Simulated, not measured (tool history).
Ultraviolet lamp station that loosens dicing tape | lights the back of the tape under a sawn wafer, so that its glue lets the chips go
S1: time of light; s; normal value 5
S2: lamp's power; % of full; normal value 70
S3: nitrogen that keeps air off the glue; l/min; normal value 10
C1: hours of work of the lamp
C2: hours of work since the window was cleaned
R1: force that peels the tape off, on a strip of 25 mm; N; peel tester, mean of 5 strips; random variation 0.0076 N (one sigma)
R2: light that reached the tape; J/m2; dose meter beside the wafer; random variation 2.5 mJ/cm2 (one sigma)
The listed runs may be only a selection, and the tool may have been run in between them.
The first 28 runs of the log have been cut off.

run,day,S1,S2,S3,C1,C2,R1,R2
29,64.488,4,70,10,722,193,0.698,1690
30,67.079,4,70,10,758,229,0.758,1650
# day 67.958: window cleaned of glue's vapour
31,69.883,4,70,10,795,26,0.65,1800
32,71.917,4,70,10,823,54,0.671,1730
33,74.8,5,70,6,862,93,0.692,2110
34,77.304,4,64,5,896,127,1.186,1490
35,80.296,5,70,9,937,168,0.626,1960
36,83.008,9,81,9,974,205,0.182,3870
37,84.371,9,81,9,993,224,0.203,3820
# day 85.654: window cleaned of glue's vapour
38,87.35,4,64,10,1033,23,0.832,1500
39,89.883,4,93,11,1068,58,0.484,2120
40,91.988,3,71,10,1096,86,1.074,1190
41,93.658,5,69,10,1119,109,0.604,1860
42,95.975,2,70,5,1151,141,1.912,710
43,98.867,2,71,3,1190,180,2.148,700

Each row is a separate what-if for the run after 43, all from the same tool condition, not one after another. Results?
A,100.454,5,73,4,1212,202,?,?
B,100.454,8,96,3,1212,202,?,?
C,100.454,2,98,10,1212,202,?,?
D,100.454,5,71,3,1212,202,?,?

run,R1,R2
A,1.041,1790
B,0.462,3720
C,1.342,930
D,1.209,1700
Had the tool no hidden state, the same runs would have come out as:
run,R1,R2
A,0.505,3080
B,0.186,6420
C,0.741,1620
D,0.634,2940

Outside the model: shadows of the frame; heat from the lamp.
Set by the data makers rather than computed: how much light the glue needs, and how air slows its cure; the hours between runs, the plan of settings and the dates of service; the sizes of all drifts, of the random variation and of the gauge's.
